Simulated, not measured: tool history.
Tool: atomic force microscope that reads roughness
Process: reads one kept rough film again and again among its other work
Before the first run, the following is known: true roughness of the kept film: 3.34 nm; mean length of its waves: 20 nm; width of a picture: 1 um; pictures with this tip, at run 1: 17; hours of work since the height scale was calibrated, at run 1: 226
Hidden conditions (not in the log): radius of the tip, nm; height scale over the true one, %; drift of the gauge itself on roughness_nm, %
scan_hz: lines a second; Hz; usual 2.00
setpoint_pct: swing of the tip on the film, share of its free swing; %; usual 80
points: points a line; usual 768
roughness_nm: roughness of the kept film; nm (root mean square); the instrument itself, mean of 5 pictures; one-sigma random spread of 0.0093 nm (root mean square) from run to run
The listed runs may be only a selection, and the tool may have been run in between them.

run	hour	scan_hz	setpoint_pct	points	pictures with this tip	hours of work since the height scale was calibrated	roughness_nm
1	0.0	2.00	80	768	17	226	2.097
2	11.9	2.00	80	768	26	231	2.109
3	24.2	2.00	80	768	35	237	2.092
4	36.1	2.00	80	768	44	242	2.099
5	44.1	2.00	80	768	51	246	2.091
6	51.7	2.00	80	768	56	249	2.108
7	62.6	2.00	80	768	65	254	2.079
8	75.0	2.00	80	768	74	260	2.086
9	87.4	2.00	80	768	84	266	2.095
10	96.8	3.43	80	768	91	270	1.872
11	105.7	2.00	80	768	98	274	2.078
12	112.3	2.00	80	768	103	277	2.083
13	120.6	2.00	80	768	109	281	2.084
# hour 126.1: new tip fitted
14	128.6	2.00	80	768	2	284	2.111
15	138.3	2.00	80	768	10	289	2.088
16	146.9	2.00	80	768	16	293	2.103
17	158.5	2.00	80	768	25	298	2.112
18	167.0	2.00	80	768	32	302	2.104
19	177.2	2.00	80	768	40	307	2.113
20	189.4	2.00	80	768	49	312	2.104
21	195.1	2.00	80	642	53	315	2.083
22	203.7	2.00	80	642	60	319	2.084
23	211.3	2.00	80	642	66	323	2.074
24	218.4	2.00	80	642	71	326	2.110
25	224.8	2.00	80	658	76	329	2.077
26	232.5	2.00	77	658	82	332	2.142
27	241.3	2.00	77	658	89	336	2.135
28	251.9	1.40	61	709	97	341	2.369
29	259.2	0.90	58	266	103	345	2.368
30	265.0	2.40	63	646	107	347	2.304
# hour 273.0: new tip fitted
31	274.9	2.84	68	737	1	352	2.190
32	283.9	1.24	68	291	8	356	2.295
33	290.7	0.75	70	691	13	359	2.392
34	300.5	0.58	64	701	21	363	2.449
35	312.3	3.61	64	293	30	369	2.130
36	320.0	3.28	80	839	36	372	1.916
37	329.3	3.28	80	839	43	377	1.911
38	340.8	3.28	80	839	52	382	1.887
39	350.6	3.28	80	839	60	386	1.916
40	356.7	0.54	64	288	64	389	2.383
41	367.3	2.80	85	379	72	394	1.849
42	378.0	0.86	61	768	81	399	2.441
43	383.3	0.71	61	768	85	401	2.441
44	395.7	0.71	61	768	94	407	2.420
45	407.1	0.71	61	768	103	412	2.432
46	417.5	0.71	61	768	111	417	2.442
# hour 420.3: new tip fitted
47	423.7	0.82	68	575	2	420	2.374
48	431.5	0.82	68	575	8	423	2.404
49	442.0	1.75	87	555	17	428	2.012
50	453.7	1.12	57	465	26	434	2.411
51	459.8	2.08	62	681	30	436	2.336
52	467.2	2.00	80	960	36	440	2.099
53	474.5	2.00	80	960	42	443	2.097

What if the next run were any one of these 4? Each begins from the tool's condition after run 53:
A	482.9	2.00	80	481	48	447	?
B	482.9	1.63	66	768	48	447	?
C	482.9	2.00	55	768	48	447	?
D	482.9	0.66	70	612	48	447	?

run	roughness_nm
A	2.082
B	2.335
C	2.388
D	2.415
The same runs, with their run-to-run variation unchanged, on a tool lacking any hidden condition would have given:
run	roughness_nm
A	2.086
B	2.340
C	2.393
D	2.420
